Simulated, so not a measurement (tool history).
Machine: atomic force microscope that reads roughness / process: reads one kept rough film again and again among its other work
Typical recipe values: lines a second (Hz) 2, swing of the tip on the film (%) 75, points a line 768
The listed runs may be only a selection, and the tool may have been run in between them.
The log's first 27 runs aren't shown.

run,hour,lines a second (Hz),swing of the tip on the film (%),points a line,pictures with this tip,hours of work since the height scale was calibrated,roughness of the kept film (nm (root mean square))
28,307.7,3.09,89,700,39,348,0.539
29,318.3,1.81,61,415,64,356,0.766
30,325.5,0.8,79,969,82,361,0.76
31,339,0.8,79,969,115,371,0.762
32,355.5,1.34,64,768,155,383,0.774
# hour 370.6: new tip fitted
33,370.8,1.34,64,768,0,393,0.774
34,377.8,1.34,64,897,17,399,0.777
35,392.8,0.82,75,386,54,409,0.766
36,404.1,0.57,61,768,81,418,0.807
37,416.2,0.57,61,768,111,426,0.807
38,423.3,1.29,84,610,128,432,0.7
39,435.8,2,88,564,158,441,0.622
# hour 448.9: new tip fitted
40,452,3.11,88,531,8,452,0.547
41,458.9,0.93,75,768,25,457,0.761
42,467.6,0.58,61,768,46,463,0.808

Below are 5 alternative next runs, each starting from the tool's condition after run 42. Predict each:
A,477.5,0.59,65,605,70,470,?
B,477.5,1.5,81,277,70,470,?
C,477.5,2,85,299,70,470,?
D,477.5,0.6,70,444,70,470,?
E,477.5,0.66,55,421,70,470,?

run,roughness of the kept film (nm (root mean square))
A,0.8
B,0.693
C,0.636
D,0.791
E,0.807
Without the tool's hidden state the same runs would have given:
run,roughness of the kept film (nm (root mean square))
A,0.8
B,0.693
C,0.636
D,0.791
E,0.807

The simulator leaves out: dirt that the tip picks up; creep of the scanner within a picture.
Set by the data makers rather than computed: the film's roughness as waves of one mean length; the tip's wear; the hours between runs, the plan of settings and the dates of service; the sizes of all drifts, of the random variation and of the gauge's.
